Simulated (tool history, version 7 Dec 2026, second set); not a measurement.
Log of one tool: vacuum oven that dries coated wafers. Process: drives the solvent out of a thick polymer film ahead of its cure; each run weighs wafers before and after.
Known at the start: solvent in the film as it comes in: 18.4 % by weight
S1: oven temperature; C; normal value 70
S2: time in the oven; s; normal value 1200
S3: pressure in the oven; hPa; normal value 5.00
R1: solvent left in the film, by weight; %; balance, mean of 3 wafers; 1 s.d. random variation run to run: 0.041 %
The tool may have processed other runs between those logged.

run   hour  S1    S2     S3    R1
  1    0.0  70  1200   5.00  2.19
  2   14.7  70  1200   5.00  2.24
  3   28.0  70  1500   5.00  1.68
  4   44.4  70  1500   5.00  1.65
  5   55.9  70   600   5.00  5.08
  6   77.5  72  1200   5.00  1.90
  7   97.2  70  1200   5.00  2.19
  8  117.0  70  1200   5.00  2.17
  9  134.6  70  1200   5.00  2.27
 10  154.8  70  1200   5.00  2.22
 11  172.0  57  1080  11.73  7.53
 12  185.1  72  1260  13.38  3.22
 13  195.6  72  1260  13.38  3.20
 14  218.0  72  1260  13.38  3.10
 15  239.4  72  1260  13.38  3.25
 16  249.9  72  1260  13.38  3.25
 17  259.9  63  1980   5.00  2.19
 18  278.0  63  1980   5.00  2.21

Below, each run's measurement less what the same run would have read without the hidden state. Both values contain the same run-to-run variation, but the gauge's scatter may not be the same in both:
The hidden state here: true wafer temperature over the reading, C; true pressure over the reading, kPa; drift of the gauge itself on solvent_pct, %.
run     R1
  1  +0.03
  2  +0.03
  3  +0.07
  4  +0.07
  5  -0.07
  6  +0.04
  7  +0.03
  8  +0.04
  9  +0.04
 10  +0.04
 11  -0.03
 12  +0.01
 13  +0.02
 14  +0.01
 15  +0.01
 16  +0.01
 17  +0.13
 18  +0.13
